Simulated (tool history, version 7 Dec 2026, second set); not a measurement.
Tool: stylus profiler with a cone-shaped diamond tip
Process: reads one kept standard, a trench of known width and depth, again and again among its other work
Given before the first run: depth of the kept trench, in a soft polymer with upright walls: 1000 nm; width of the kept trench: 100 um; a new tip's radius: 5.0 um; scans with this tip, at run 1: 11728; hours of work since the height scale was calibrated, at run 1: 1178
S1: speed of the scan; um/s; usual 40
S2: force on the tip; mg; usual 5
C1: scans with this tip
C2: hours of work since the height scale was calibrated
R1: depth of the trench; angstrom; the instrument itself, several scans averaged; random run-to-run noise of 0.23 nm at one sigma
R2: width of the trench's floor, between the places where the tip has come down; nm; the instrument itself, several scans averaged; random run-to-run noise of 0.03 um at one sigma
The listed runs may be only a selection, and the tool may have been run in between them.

run    hour   S1     S2     C1    C2       R1     R2
  1       0   40      5  11728  1178  10139.5  91980
  2    40.3   40      5  11915  1197    10146  91970
  3    86.5   40      5  12129  1218  10142.3  91980
  4   150.6   40      5  12427  1248  10137.8  91940
  5   181.4  147      5  12569  1262  10136.3  91460
  6   218.9  147      5  12743  1280    10139  91390
  7   261.1   40   11.6  12939  1300  10274.7  91920
  8   319.8   40      5  13211  1327    10132  91830
  9     383   40      5  13504  1356  10134.3  91730
 10   448.4   14      5  13807  1387  10133.6  91760
      472.6  -- height scale calibrated on a step standard
 11   482.1   14      5  13961     4  10181.2  91870
 12   519.1   14      5  14133    22  10177.5  91850
 13   580.9   14      5  14419    50  10177.9  91750
 14   620.5   14      5  14603    69  10178.7  91740
 15   681.5   17   4.27  14885    97  10157.7  91730
 16   734.9   27  12.12  15133   122  10327.1  91660
 17   794.1  148      5  15407   150  10172.3  91110
 18   839.4   26   4.93  15618   171  10171.9  91590
 19   873.4   14   1.84  15775   187  10085.9  91590
 20   926.4   24   2.84  16021   211  10112.5  91550
 21   971.5   24   2.84  16230   232    10115  91480
 22  1024.5   24   2.84  16475   257  10115.4  91470
 23  1053.1   24   2.84  16608   270  10116.5  91510
 24  1088.6  143     11  16773   287  10296.6  91140

Each row is a separate what-if for the run after 24, all from the same tool condition, not one after another. Results?
  A  1153.8   24   7.29  17075  317   ?   ?
  B  1153.8   66   4.33  17075  317   ?   ?
  C  1153.8  101  12.94  17075  317   ?   ?
  D  1153.8  125   2.24  17075  317   ?   ?

run       R1     R2
  A  10220.3  91390
  B  10151.8  91200
  C  10332.2  91240
  D  10095.3  90750
Had the tool no hidden state, the same runs would have come out as:
run       R1     R2
  A  10234.1  93870
  B  10165.6  93680
  C  10346.2  93720
  D    10109  93230

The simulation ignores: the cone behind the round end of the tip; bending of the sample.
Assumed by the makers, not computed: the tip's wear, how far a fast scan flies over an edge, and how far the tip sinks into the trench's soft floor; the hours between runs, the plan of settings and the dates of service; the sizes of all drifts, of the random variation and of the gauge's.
